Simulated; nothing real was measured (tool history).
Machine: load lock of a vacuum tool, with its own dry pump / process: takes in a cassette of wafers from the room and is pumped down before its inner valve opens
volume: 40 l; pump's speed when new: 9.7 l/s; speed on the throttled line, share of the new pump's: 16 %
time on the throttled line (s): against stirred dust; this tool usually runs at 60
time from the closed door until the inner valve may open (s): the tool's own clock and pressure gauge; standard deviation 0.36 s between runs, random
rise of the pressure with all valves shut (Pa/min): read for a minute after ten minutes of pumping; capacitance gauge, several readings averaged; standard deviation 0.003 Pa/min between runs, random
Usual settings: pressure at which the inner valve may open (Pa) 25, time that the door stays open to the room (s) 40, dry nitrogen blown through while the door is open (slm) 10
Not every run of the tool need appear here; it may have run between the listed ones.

run     hour  time on the throttled line (s)  pressure at which the inner valve may open (Pa)  time that the door stays open to the room (s)  dry nitrogen blown through while the door is open (slm)  incoming humidity of the room's air, %  time from the closed door until the inner valve may open (s)  rise of the pressure with all valves shut (Pa/min)
  1        0                              60                                               25                                             40                                                       10                                    44.5                                                          87.2                                               0.048
  2      631                              60                                               25                                             40                                                       13                                    42.8                                                          86.7                                               0.053
  3      953                              60                                               25                                             40                                                       13                                    44.8                                                          86.9                                               0.057
  4   1259.9                              60                                               25                                             40                                                       10                                      45                                                          87.2                                               0.065
  5   1852.7                              60                                               25                                             40                                                       10                                    47.4                                                          87.1                                               0.078
  6   2427.8                              60                                               25                                             40                                                       10                                    47.1                                                          87.5                                                0.08
  7   2768.8                              60                                               25                                             40                                                       10                                    44.4                                                          86.7                                               0.088
  8   3262.5                              60                                               25                                             40                                                       10                                    47.4                                                          88.3                                               0.101
  9   3674.3                              60                                               25                                             40                                                       10                                    40.8                                                          88.4                                               0.097
 10   4164.2                              60                                               25                                             40                                                        9                                    42.5                                                          87.8                                               0.109
 11   4763.5                              60                                               25                                             40                                                        9                                    45.4                                                          88.4                                               0.124
 12   5350.8                              60                                               25                                             40                                                        9                                    42.4                                                          88.9                                               0.143
 13   5924.4                              60                                               25                                             40                                                        9                                    46.4                                                          88.9                                               0.158
 14   6552.5                              69                                               29                                             73                                                       17                                    51.1                                                          96.2                                                0.17
 15   7106.5                              69                                               29                                             73                                                       17                                    44.1                                                          96.2                                               0.186
 16     7659                              60                                               25                                            229                                                       10                                    44.3                                                          88.9                                               0.223
 17     8274                              60                                               25                                             40                                                        6                                      45                                                          89.7                                               0.224
 18   8607.9                              59                                               40                                             40                                                       22                                    48.4                                                          86.4                                               0.222
 19   8954.8                              59                                               40                                             66                                                       22                                    42.2                                                          86.8                                               0.226
 20   9486.1                              60                                               29                                            199                                                       10                                    43.1                                                          89.7                                               0.272
      9959.8  -- dry pump taken out, an overhauled one fitted
 21  10104.4                              39                                               25                                             40                                                       10                                    44.8                                                          66.3                                               0.267
 22  10544.3                              55                                               25                                             40                                                       10                                    46.2                                                          80.4                                               0.283
 23  10937.4                              86                                               25                                             35                                                        6                                    47.4                                                         106.6                                               0.304

Same runs, no hidden state in the tool, same run-to-run variation:
Hidden state present: pump's speed, % of a new pump's; leak at the door's seal, Pa l/s; drift of the gauge itself on ready_s, %; drift of the gauge itself on rise_pa_min, %.
run  time from the closed door until the inner valve may open (s)  rise of the pressure with all valves shut (Pa/min)
  1                                                            85                                               0.032
  2                                                          84.3                                                0.03
  3                                                          84.4                                                0.03
  4                                                          84.6                                               0.033
  5                                                          84.4                                               0.039
  6                                                          84.6                                               0.032
  7                                                          83.7                                               0.035
  8                                                          85.1                                               0.041
  9                                                            85                                               0.029
 10                                                          84.3                                                0.03
 11                                                          84.6                                               0.033
 12                                                          84.9                                               0.037
 13                                                          84.7                                               0.037
 14                                                          92.2                                               0.034
 15                                                          91.9                                               0.037
 16                                                            84                                               0.055
 17                                                          84.6                                               0.041
 18                                                          81.6                                               0.029
 19                                                          81.9                                               0.025
 20                                                          84.3                                               0.057
 21                                                          66.7                                               0.035
 22                                                          80.8                                               0.033
 23                                                         106.7                                               0.038
